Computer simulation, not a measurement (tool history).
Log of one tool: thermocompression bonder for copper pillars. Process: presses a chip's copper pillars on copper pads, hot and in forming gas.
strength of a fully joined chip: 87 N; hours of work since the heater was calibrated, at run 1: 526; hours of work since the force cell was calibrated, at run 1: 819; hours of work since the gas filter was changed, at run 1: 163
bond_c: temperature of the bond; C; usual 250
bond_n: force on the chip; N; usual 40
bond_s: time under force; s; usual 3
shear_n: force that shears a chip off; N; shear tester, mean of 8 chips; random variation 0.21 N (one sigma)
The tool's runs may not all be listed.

run    hour  bond_c  bond_n  bond_s  hours of work since the heater was calibrated  hours of work since the force cell was calibrated  hours of work since the gas filter was changed  shear_n
  1       0     250      40       3                                            526                                                819                                             163       64
  2    94.4     250      40       3                                            581                                                874                                             218     63.1
      145.3  -- forming gas filter changed
  3   176.6     250      40       3                                            628                                                922                                              18     66.7
  4   254.4     251      40       3                                            674                                                967                                              64     66.4
        269  -- force cell calibrated
  5   343.5     251      40       3                                            725                                                 43                                             115     64.3
  6   430.1     258      40       3                                            775                                                 94                                             165     68.1
  7   488.3     258      40       3                                            809                                                128                                             199     67.1
  8   556.2     258      40       3                                            849                                                167                                             238     66.5
      576.7  -- forming gas filter changed
  9   608.3     258      40       3                                            879                                                197                                              18     70.6
 10   670.2     258      40       3                                            915                                                233                                              54     70.4
 11   717.8     258      40       3                                            942                                                261                                              82     69.9
 12   762.2     258      40       3                                            968                                                287                                             108     69.7
 13   825.8     261      57       7                                           1005                                                324                                             145       81
 14     916     259      34       5                                           1058                                                376                                             198     72.1
 15   968.2     255      34       2                                           1088                                                407                                             228     57.9
     1003.6  -- forming gas filter changed
 16  1048.4     238      43       8                                           1135                                                453                                              26     74.3

Forecast each of these 5 alternatives for the next run:
  A  1104.5     256      43       8                                           1167                                                486                                              59        ?
  B  1104.5     259      52       4                                           1167                                                486                                              59        ?
  C  1104.5     229      40       3                                           1167                                                486                                              59        ?
  D  1104.5     266      40       4                                           1167                                                486                                              59        ?
  E  1104.5     238      43       5                                           1167                                                486                                              59        ?

run  shear_n
  A     80.6
  B     77.6
  C       53
  D     77.4
  E     67.7
Without the tool's hidden state the same runs would have given:
run  shear_n
  A     80.3
  B     76.9
  C     50.4
  D     76.6
  E     65.7
